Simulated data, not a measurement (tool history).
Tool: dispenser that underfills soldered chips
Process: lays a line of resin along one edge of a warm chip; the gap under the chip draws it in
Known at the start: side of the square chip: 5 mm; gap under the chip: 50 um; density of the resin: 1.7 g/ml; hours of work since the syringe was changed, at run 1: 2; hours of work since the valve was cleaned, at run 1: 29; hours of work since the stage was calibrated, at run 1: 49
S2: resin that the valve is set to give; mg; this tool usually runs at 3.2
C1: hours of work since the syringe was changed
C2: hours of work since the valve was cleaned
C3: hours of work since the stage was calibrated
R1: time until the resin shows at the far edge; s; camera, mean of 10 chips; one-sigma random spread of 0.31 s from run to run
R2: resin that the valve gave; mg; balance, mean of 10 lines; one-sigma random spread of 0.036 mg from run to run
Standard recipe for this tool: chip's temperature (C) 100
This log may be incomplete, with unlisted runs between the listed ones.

Run 1, hour 0: usual settings; C1 2; C2 29; C3 49. Result: R1 9.5 s, R2 3.07 mg.
At hour 6.1: new syringe of resin.
Run 2, hour 9.9: usual settings; C1 3; C2 36; C3 55. Result: R1 10.1 s, R2 3.13 mg.
At hour 14.5: new syringe of resin.
Run 3, hour 19.4: usual settings but chip's temperature (C) 91; C1 4; C2 43; C3 62. Result: R1 13.5 s, R2 3.15 mg.
At hour 23.3: new syringe of resin.
At hour 31.3: new syringe of resin.
Run 4, hour 35.2: usual settings but chip's temperature (C) 98; C1 3; C2 54; C3 73. Result: R1 10.4 s, R2 2.98 mg.
At hour 39.6: new syringe of resin.
At hour 48: new syringe of resin.
Run 5, hour 48.1: usual settings but chip's temperature (C) 98; C1 0; C2 63; C3 82. Result: R1 9 s, R2 3.01 mg.
At hour 56.1: new syringe of resin.
Run 6, hour 61.5: usual settings but chip's temperature (C) 98; C1 4; C2 72; C3 91. Result: R1 11.2 s, R2 3.02 mg.
At hour 64.9: new syringe of resin.
At hour 73.7: new syringe of resin.
At hour 74.7: dispensing valve cleaned and set on the balance.
Run 7, hour 77.4: usual settings but chip's temperature (C) 98; C1 2; C2 2; C3 101. Result: R1 10 s, R2 3.23 mg.
At hour 83.1: new syringe of resin.
Run 8, hour 86.6: usual settings but chip's temperature (C) 106; C1 2; C2 8; C3 108. Result: R1 7.8 s, R2 3.17 mg.
At hour 91.8: new syringe of resin.
At hour 99.8: new syringe of resin.
Run 9, hour 100.5: usual settings but chip's temperature (C) 97, S2 3.92 mg; C1 0; C2 18; C3 117. Result: R1 9.6 s, R2 3.84 mg.
At hour 108.8: new syringe of resin.
Run 10, hour 113.3: usual settings but chip's temperature (C) 108, S2 2.82 mg; C1 3; C2 27; C3 126. Result: R1 8 s, R2 2.86 mg.
At hour 117.4: new syringe of resin.
Run 11, hour 124.2: usual settings but chip's temperature (C) 99, S2 3.34 mg; C1 5; C2 34; C3 134. Result: R1 11.8 s, R2 3.25 mg.
At hour 125.5: new syringe of resin.
At hour 133.4: new syringe of resin.
Run 12, hour 135.6: usual settings but chip's temperature (C) 86, S2 3.78 mg; C1 2; C2 42; C3 141. Result: R1 15.4 s, R2 3.62 mg.
At hour 142.5: new syringe of resin.
At hour 150.7: new syringe of resin.
Run 13, hour 151.5: usual settings but chip's temperature (C) 114, S2 3.78 mg; C1 1; C2 53; C3 152. Result: R1 5.7 s, R2 3.62 mg.

Estimate the outcome of run 14 from the log above:
At hour 159.4: new syringe of resin.
Run 14, hour 159.4: usual settings but chip's temperature (C) 107, S2 3.96 mg; C1 0; C2 59; C3 158. Result: R1 ?, R2 ?.

R1: 6.4 s
R2: 3.73 mg
Were there no unlogged condition in the tool, this run, its random variation unchanged, would have produced R1 6.2 s, R2 3.94 mg.
